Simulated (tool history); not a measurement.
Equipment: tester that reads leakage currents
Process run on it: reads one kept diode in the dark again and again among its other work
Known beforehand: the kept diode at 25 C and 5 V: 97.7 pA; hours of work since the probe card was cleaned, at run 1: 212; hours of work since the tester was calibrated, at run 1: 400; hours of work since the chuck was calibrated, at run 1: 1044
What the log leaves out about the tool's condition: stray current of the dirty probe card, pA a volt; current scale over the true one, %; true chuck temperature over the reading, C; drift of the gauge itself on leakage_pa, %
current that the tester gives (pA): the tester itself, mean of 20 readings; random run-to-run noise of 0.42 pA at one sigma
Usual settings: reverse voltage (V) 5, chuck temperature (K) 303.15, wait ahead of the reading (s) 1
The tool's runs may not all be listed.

run	hour	reverse voltage (V)	chuck temperature (K)	wait ahead of the reading (s)	hours of work since the probe card was cleaned	hours of work since the tester was calibrated	hours of work since the chuck was calibrated	current that the tester gives (pA)
1	0	5	303.15	1	212	400	1044	152.1
2	91.6	5	303.15	1	280	468	1112	154.03
3	193.5	18.15	303.15	1	356	543	1187	298.08
4	299.5	18.15	303.15	1	434	622	1266	302.83
5	383.3	18.15	303.15	1	496	684	1328	304.61
6	510.4	18.15	303.15	1	590	778	1422	310.53
# hour 540.7: chuck's temperature calibrated
7	597.7	18.15	303.15	1	653	841	42	290.7
8	685.1	18.15	303.15	1	718	906	107	293.44
9	752	18.15	303.15	1	768	956	157	297.65
10	853.4	18.15	303.15	1	843	1031	232	301.52
11	966.6	18.15	303.15	1	927	1115	315	306.28
12	1056.6	18.15	303.15	1	993	1181	382	309.15
# hour 1090.7: probe card cleaned and baked
13	1180.5	1.01	306.15	0.82	66	1271	472	83.57
14	1253.9	3.59	303.15	0.3	121	1325	526	127.85
15	1309.7	3.59	303.15	0.3	162	1366	567	128.81
16	1400.7	9.03	310.15	2.25	230	1434	635	322.95
17	1484.4	3.11	314.15	7.19	292	1496	697	251.68
18	1548.3	16.8	316.15	8.21	339	1543	744	650.97
19	1665.1	16.8	316.15	8.21	425	1630	831	661.49
20	1788.3	1.29	308.15	1	517	1721	922	112.86
21	1843.1	1.29	308.15	1	557	1761	962	113.7
22	1928.1	1.29	308.15	1	620	1824	1025	113.87
23	1992.7	5	318.15	1	668	1872	1073	422.53
24	2103.7	5	296.15	4.5	750	1954	1155	101.8

5 options for the next run, each taken on its own from the tool as it stands now. Forecast them:
A	2232	3.42	328.15	0.32	845	2049	1250	?
B	2232	1.22	328.15	2.06	845	2049	1250	?
C	2232	1.53	299.15	0.52	845	2049	1250	?
D	2232	2.19	300.15	0.47	845	2049	1250	?
E	2232	17.3	314.15	4.48	845	2049	1250	?

run	current that the tester gives (pA)
A	654.19
B	393.75
C	69.85
D	89.04
E	624.43
Without the tool's unlogged condition, the same runs would have read:
run	current that the tester gives (pA)
A	586.98
B	354.48
C	60.01
D	76.2
E	535.55
